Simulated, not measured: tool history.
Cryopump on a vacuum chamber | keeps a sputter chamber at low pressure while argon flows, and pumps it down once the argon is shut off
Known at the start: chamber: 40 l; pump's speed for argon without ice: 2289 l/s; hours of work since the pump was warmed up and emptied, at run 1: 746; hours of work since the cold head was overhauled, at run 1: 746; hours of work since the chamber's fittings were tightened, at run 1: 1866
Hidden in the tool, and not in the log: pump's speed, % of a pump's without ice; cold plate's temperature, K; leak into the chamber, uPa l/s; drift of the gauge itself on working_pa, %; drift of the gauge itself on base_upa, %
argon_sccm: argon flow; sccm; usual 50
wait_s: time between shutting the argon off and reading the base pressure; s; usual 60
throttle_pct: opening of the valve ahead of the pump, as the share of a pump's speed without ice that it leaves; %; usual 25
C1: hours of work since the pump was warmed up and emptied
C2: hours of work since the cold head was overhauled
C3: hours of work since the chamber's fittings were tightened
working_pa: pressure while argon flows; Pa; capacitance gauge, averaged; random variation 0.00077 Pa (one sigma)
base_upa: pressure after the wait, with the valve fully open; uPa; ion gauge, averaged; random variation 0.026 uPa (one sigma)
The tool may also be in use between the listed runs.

{"run": 1, "hour": 0.0, "argon_sccm": 50, "wait_s": 60, "throttle_pct": 25, "C1": 746, "C2": 746, "C3": 1866, "working_pa": 0.1528, "base_upa": 1.97}
{"run": 2, "hour": 14.8, "argon_sccm": 50, "wait_s": 60, "throttle_pct": 25, "C1": 758, "C2": 758, "C3": 1878, "working_pa": 0.153, "base_upa": 1.99}
{"run": 3, "hour": 37.0, "argon_sccm": 98, "wait_s": 60, "throttle_pct": 25, "C1": 777, "C2": 777, "C3": 1897, "working_pa": 0.302, "base_upa": 2.02}
{"run": 4, "hour": 65.9, "argon_sccm": 50, "wait_s": 60, "throttle_pct": 25, "C1": 801, "C2": 801, "C3": 1921, "working_pa": 0.1534, "base_upa": 2.01}
{"run": 5, "hour": 79.4, "argon_sccm": 50, "wait_s": 60, "throttle_pct": 25, "C1": 813, "C2": 813, "C3": 1932, "working_pa": 0.1533, "base_upa": 2.06}
{"run": 6, "hour": 92.1, "argon_sccm": 50, "wait_s": 75, "throttle_pct": 25, "C1": 823, "C2": 823, "C3": 1943, "working_pa": 0.1539, "base_upa": 1.81}
{"run": 7, "hour": 117.6, "argon_sccm": 50, "wait_s": 75, "throttle_pct": 25, "C1": 845, "C2": 845, "C3": 1964, "working_pa": 0.1531, "base_upa": 1.84}
{"run": 8, "hour": 144.9, "argon_sccm": 49, "wait_s": 60, "throttle_pct": 25, "C1": 868, "C2": 868, "C3": 1987, "working_pa": 0.1513, "base_upa": 2.09}
{"run": 9, "hour": 171.7, "argon_sccm": 49, "wait_s": 60, "throttle_pct": 25, "C1": 890, "C2": 890, "C3": 2010, "working_pa": 0.1497, "base_upa": 2.14}
{"run": 10, "hour": 187.7, "argon_sccm": 40, "wait_s": 60, "throttle_pct": 25, "C1": 904, "C2": 904, "C3": 2023, "working_pa": 0.1235, "base_upa": 2.03}
{"run": 11, "hour": 209.6, "argon_sccm": 40, "wait_s": 55, "throttle_pct": 25, "C1": 922, "C2": 922, "C3": 2041, "working_pa": 0.1236, "base_upa": 2.26}
{"run": 12, "hour": 225.9, "argon_sccm": 50, "wait_s": 60, "throttle_pct": 25, "C1": 936, "C2": 936, "C3": 2055, "working_pa": 0.1549, "base_upa": 2.08}
{"run": 13, "hour": 254.0, "argon_sccm": 50, "wait_s": 60, "throttle_pct": 25, "C1": 959, "C2": 959, "C3": 2079, "working_pa": 0.1548, "base_upa": 2.17}
{"run": 14, "hour": 282.3, "argon_sccm": 50, "wait_s": 60, "throttle_pct": 20, "C1": 983, "C2": 983, "C3": 2102, "working_pa": 0.193, "base_upa": 2.19}
{"run": 15, "hour": 302.4, "argon_sccm": 50, "wait_s": 60, "throttle_pct": 20, "C1": 1000, "C2": 1000, "C3": 2119, "working_pa": 0.1909, "base_upa": 2.18}
{"run": 16, "hour": 330.0, "argon_sccm": 50, "wait_s": 60, "throttle_pct": 20, "C1": 1023, "C2": 1023, "C3": 2142, "working_pa": 0.1915, "base_upa": 2.12}
{"run": 17, "hour": 355.0, "argon_sccm": 50, "wait_s": 60, "throttle_pct": 20, "C1": 1044, "C2": 1044, "C3": 2164, "working_pa": 0.1915, "base_upa": 2.2}
{"run": 18, "hour": 382.5, "argon_sccm": 50, "wait_s": 114, "throttle_pct": 57, "C1": 1067, "C2": 1067, "C3": 2187, "working_pa": 0.0719, "base_upa": 1.8}
{"run": 19, "hour": 407.3, "argon_sccm": 63, "wait_s": 114, "throttle_pct": 57, "C1": 1088, "C2": 1088, "C3": 2207, "working_pa": 0.092, "base_upa": 1.74}
{"run": 20, "hour": 421.1, "argon_sccm": 63, "wait_s": 114, "throttle_pct": 57, "C1": 1100, "C2": 1100, "C3": 2219, "working_pa": 0.0905, "base_upa": 1.76}
{"run": 21, "hour": 437.2, "argon_sccm": 63, "wait_s": 114, "throttle_pct": 57, "C1": 1113, "C2": 1113, "C3": 2232, "working_pa": 0.0915, "base_upa": 1.8}
{"run": 22, "hour": 450.1, "argon_sccm": 29, "wait_s": 21, "throttle_pct": 25, "C1": 1124, "C2": 1124, "C3": 2243, "working_pa": 0.091, "base_upa": 4.06}
{"run": 23, "hour": 464.4, "argon_sccm": 24, "wait_s": 60, "throttle_pct": 46, "C1": 1136, "C2": 1136, "C3": 2255, "working_pa": 0.0423, "base_upa": 2.25}
{"run": 24, "hour": 481.3, "argon_sccm": 59, "wait_s": 60, "throttle_pct": 46, "C1": 1150, "C2": 1150, "C3": 2269, "working_pa": 0.1049, "base_upa": 2.22}
{"run": 25, "hour": 496.2, "argon_sccm": 78, "wait_s": 77, "throttle_pct": 17, "C1": 1163, "C2": 1163, "C3": 2282, "working_pa": 0.3522, "base_upa": 2.1}
{"run": 26, "hour": 517.1, "argon_sccm": 50, "wait_s": 60, "throttle_pct": 45, "C1": 1180, "C2": 1180, "C3": 2300, "working_pa": 0.0905, "base_upa": 2.28}
{"hour": 544.3, "done": "pump warmed up, emptied and cooled again"}
{"run": 27, "hour": 544.3, "argon_sccm": 28, "wait_s": 27, "throttle_pct": 43, "C1": 0, "C2": 1199, "C3": 2318, "working_pa": 0.0483, "base_upa": 3.19}
{"run": 28, "hour": 564.1, "argon_sccm": 28, "wait_s": 27, "throttle_pct": 43, "C1": 17, "C2": 1215, "C3": 2335, "working_pa": 0.0485, "base_upa": 3.23}
{"run": 29, "hour": 585.4, "argon_sccm": 22, "wait_s": 88, "throttle_pct": 25, "C1": 35, "C2": 1233, "C3": 2353, "working_pa": 0.0656, "base_upa": 1.83}
{"run": 30, "hour": 602.5, "argon_sccm": 30, "wait_s": 60, "throttle_pct": 33, "C1": 49, "C2": 1248, "C3": 2367, "working_pa": 0.0665, "base_upa": 2.07}
{"run": 31, "hour": 621.8, "argon_sccm": 30, "wait_s": 60, "throttle_pct": 33, "C1": 65, "C2": 1264, "C3": 2383, "working_pa": 0.0678, "base_upa": 2.04}
{"run": 32, "hour": 650.3, "argon_sccm": 36, "wait_s": 59, "throttle_pct": 25, "C1": 89, "C2": 1288, "C3": 2407, "working_pa": 0.1069, "base_upa": 2.14}
{"run": 33, "hour": 664.8, "argon_sccm": 36, "wait_s": 59, "throttle_pct": 25, "C1": 101, "C2": 1300, "C3": 2419, "working_pa": 0.1073, "base_upa": 2.13}

Forecast each of these 4 alternatives for the next run:
{"run": "A", "hour": 691.6, "argon_sccm": 54, "wait_s": 60, "throttle_pct": 26, "C1": 124, "C2": 1322, "C3": 2442, "working_pa": "?", "base_upa": "?"}
{"run": "B", "hour": 691.6, "argon_sccm": 90, "wait_s": 37, "throttle_pct": 50, "C1": 124, "C2": 1322, "C3": 2442, "working_pa": "?", "base_upa": "?"}
{"run": "C", "hour": 691.6, "argon_sccm": 36, "wait_s": 59, "throttle_pct": 48, "C1": 124, "C2": 1322, "C3": 2442, "working_pa": "?", "base_upa": "?"}
{"run": "D", "hour": 691.6, "argon_sccm": 56, "wait_s": 182, "throttle_pct": 51, "C1": 124, "C2": 1322, "C3": 2442, "working_pa": "?", "base_upa": "?"}

run=A working_pa=0.1548 base_upa=2.07
run=B working_pa=0.1342 base_upa=2.64
run=C working_pa=0.0575 base_upa=2.15
run=D working_pa=0.0835 base_upa=1.47
Without the tool's hidden state the same runs would have given:
run=A working_pa=0.1536 base_upa=1.03
run=B working_pa=0.1323 base_upa=1.61
run=C working_pa=0.0567 base_upa=1.10
run=D working_pa=0.0823 base_upa=0.44

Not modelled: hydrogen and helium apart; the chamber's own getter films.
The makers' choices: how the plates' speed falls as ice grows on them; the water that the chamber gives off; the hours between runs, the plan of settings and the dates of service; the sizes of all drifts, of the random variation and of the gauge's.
